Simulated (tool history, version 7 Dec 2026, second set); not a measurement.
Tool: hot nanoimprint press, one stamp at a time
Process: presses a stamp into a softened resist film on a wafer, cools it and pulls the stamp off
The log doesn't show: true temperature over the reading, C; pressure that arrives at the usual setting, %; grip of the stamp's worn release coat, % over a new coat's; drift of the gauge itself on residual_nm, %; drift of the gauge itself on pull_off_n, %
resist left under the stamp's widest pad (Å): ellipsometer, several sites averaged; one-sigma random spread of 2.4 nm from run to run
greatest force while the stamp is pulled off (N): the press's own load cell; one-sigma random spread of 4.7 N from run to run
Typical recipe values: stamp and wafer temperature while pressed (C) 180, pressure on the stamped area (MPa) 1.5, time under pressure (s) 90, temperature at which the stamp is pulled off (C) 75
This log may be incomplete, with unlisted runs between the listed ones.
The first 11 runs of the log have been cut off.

run	hour	stamp and wafer temperature while pressed (C)	pressure on the stamped area (MPa)	time under pressure (s)	temperature at which the stamp is pulled off (C)	hours of work since the thermocouple was calibrated	imprints on the stamp's release coat	hours of work since the press's seals were changed	resist left under the stamp's widest pad (Å)	greatest force while the stamp is pulled off (N)
12	547.8	180	1.5	90	75	26	458	424	3847	249
13	594.8	180	1.5	90	75	47	564	445	3903	263
14	623	180	1.5	90	75	60	628	458	3840	264
15	660.3	180	1.5	90	75	77	712	475	3910	262
16	713.4	180	1.5	90	75	101	832	499	3840	272
17	751.3	170	1.05	90	75	118	918	516	5683	272
18	817.2	178	1.92	90	75	147	1066	545	3695	305
19	879.8	182	1.92	90	62	175	1208	573	3253	391
# hour 915.5: stamp cleaned and given a new release coat
20	915.5	182	1.92	90	62	189	0	587	3267	298
21	960.2	180	1.29	83	75	209	101	607	4293	231
22	988.2	180	1.29	56	75	222	164	620	4728	235
23	1033.5	187	0.95	65	76	242	266	640	4380	234
24	1072	187	0.95	65	76	259	353	657	4408	246
25	1122.6	187	0.95	65	76	282	467	680	4399	251
26	1169.3	187	1.32	133	67	303	572	701	3020	311
27	1202.8	179	2.21	133	71	318	648	716	2973	289
28	1266.2	179	2.21	133	71	347	791	745	2978	305
# hour 1281.2: plate thermocouple calibrated
29	1307	174	2.21	133	70	12	876	762	3480	320
# hour 1362.5: press's hydraulic seals changed and the load cell set to zero
30	1381.1	180	1.7	90	76	41	1026	8	3609	287
31	1423.8	180	1.7	90	76	61	1122	28	3619	285

3 ways to go on from here, each from the tool as it stands after run 31. What would each give?
A	1482.4	180	0.98	61	79	87	1254	54	?	?
B	1482.4	174	2.16	90	74	87	1254	54	?	?
C	1482.4	180	1.7	90	63	87	1254	54	?	?

run	resist left under the stamp's widest pad (Å)	greatest force while the stamp is pulled off (N)
A	5143	277
B	3937	303
C	3659	373
With the hidden condition removed and each run's random variation left untouched, the same runs would have given:
run	resist left under the stamp's widest pad (Å)	greatest force while the stamp is pulled off (N)
A	5110	208
B	3906	228
C	3630	281
